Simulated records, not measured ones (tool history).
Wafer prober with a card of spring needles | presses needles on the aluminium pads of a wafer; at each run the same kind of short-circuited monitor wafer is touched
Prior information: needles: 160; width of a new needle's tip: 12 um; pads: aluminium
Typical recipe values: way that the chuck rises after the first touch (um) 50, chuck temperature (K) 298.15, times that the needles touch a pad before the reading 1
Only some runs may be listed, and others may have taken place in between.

run   hour  way that the chuck rises after the first touch (um)  chuck temperature (K)  times that the needles touch a pad before the reading  resistance of one needle with its contact and lead (mohm)  way that a needle slides on the pad (um)
  1    0.0                                                   50                 298.15                                                      1                                                        262                                     10.72
       4.0  -- tips cleaned on abrasive film
      24.1  -- tips cleaned on abrasive film
      44.2  -- tips cleaned on abrasive film
      63.9  -- tips cleaned on abrasive film
      81.0  -- tips cleaned on abrasive film
  2   81.0                                                   50                 298.15                                                      1                                                        132                                     10.50
     101.1  -- tips cleaned on abrasive film
     118.5  -- tips cleaned on abrasive film
  3  118.5                                                   50                 298.15                                                      1                                                        137                                     10.46
     138.6  -- tips cleaned on abrasive film
     158.3  -- tips cleaned on abrasive film
     178.1  -- tips cleaned on abrasive film
  4  188.4                                                   50                 298.15                                                      1                                                        241                                     10.17
     196.5  -- tips cleaned on abrasive film
     212.6  -- tips cleaned on abrasive film
     232.7  -- tips cleaned on abrasive film
     252.6  -- tips cleaned on abrasive film
  5  264.3                                                   50                 298.15                                                      1                                                        279                                     10.33
     272.4  -- tips cleaned on abrasive film
     292.5  -- tips cleaned on abrasive film
     296.8  -- height of the first contact set anew
     312.8  -- tips cleaned on abrasive film
  6  316.6                                                   50                 350.15                                                      1                                                        200                                     10.24
     332.7  -- tips cleaned on abrasive film
     352.4  -- tips cleaned on abrasive film
     368.5  -- tips cleaned on abrasive film
     388.6  -- tips cleaned on abrasive film
  7  399.3                                                   50                 298.15                                                      2                                                        212                                     10.13
     407.4  -- tips cleaned on abrasive film
     427.5  -- tips cleaned on abrasive film
  8  442.5                                                   41                 330.15                                                      2                                                        295                                      7.99
     446.6  -- tips cleaned on abrasive film
     466.7  -- tips cleaned on abrasive film
     486.8  -- tips cleaned on abrasive film
     506.9  -- tips cleaned on abrasive film
  9  510.7                                                   41                 330.15                                                      2                                                        186                                      7.91
     526.6  -- tips cleaned on abrasive film
     546.4  -- tips cleaned on abrasive film
 10  556.6                                                   50                 298.15                                                      1                                                        266                                      9.98
     564.5  -- tips cleaned on abrasive film
     584.1  -- tips cleaned on abrasive film
     604.0  -- tips cleaned on abrasive film
     624.1  -- tips cleaned on abrasive film
 11  624.2                                                   48                 376.15                                                      1                                                        164                                      9.32

5 options for the next run, each taken on its own from the tool as it stands now. Forecast them:
     643.6  -- tips cleaned on abrasive film
     659.7  -- tips cleaned on abrasive film
     677.4  -- tips cleaned on abrasive film
  A  677.4                                                   59                 376.15                                                      2                                                          ?                                         ?
     643.6  -- tips cleaned on abrasive film
     659.7  -- tips cleaned on abrasive film
     677.4  -- tips cleaned on abrasive film
  B  677.4                                                   39                 316.15                                                      2                                                          ?                                         ?
     643.6  -- tips cleaned on abrasive film
     659.7  -- tips cleaned on abrasive film
     677.4  -- tips cleaned on abrasive film
  C  677.4                                                   59                 351.15                                                      1                                                          ?                                         ?
     643.6  -- tips cleaned on abrasive film
     659.7  -- tips cleaned on abrasive film
     677.4  -- tips cleaned on abrasive film
  D  677.4                                                   50                 302.15                                                      2                                                          ?                                         ?
     643.6  -- tips cleaned on abrasive film
     659.7  -- tips cleaned on abrasive film
     677.4  -- tips cleaned on abrasive film
  E  677.4                                                   48                 358.15                                                      1                                                          ?                                         ?

run  resistance of one needle with its contact and lead (mohm)  way that a needle slides on the pad (um)
  A                                                        137                                     11.56
  B                                                        157                                      7.27
  C                                                        140                                     11.77
  D                                                        135                                      9.62
  E                                                        156                                      9.18
Without the tool's unlogged condition, the same runs would have read:
run  resistance of one needle with its contact and lead (mohm)  way that a needle slides on the pad (um)
  A                                                        124                                     12.90
  B                                                        125                                      8.60
  C                                                        121                                     13.12
  D                                                        116                                     10.95
  E                                                        127                                     10.52

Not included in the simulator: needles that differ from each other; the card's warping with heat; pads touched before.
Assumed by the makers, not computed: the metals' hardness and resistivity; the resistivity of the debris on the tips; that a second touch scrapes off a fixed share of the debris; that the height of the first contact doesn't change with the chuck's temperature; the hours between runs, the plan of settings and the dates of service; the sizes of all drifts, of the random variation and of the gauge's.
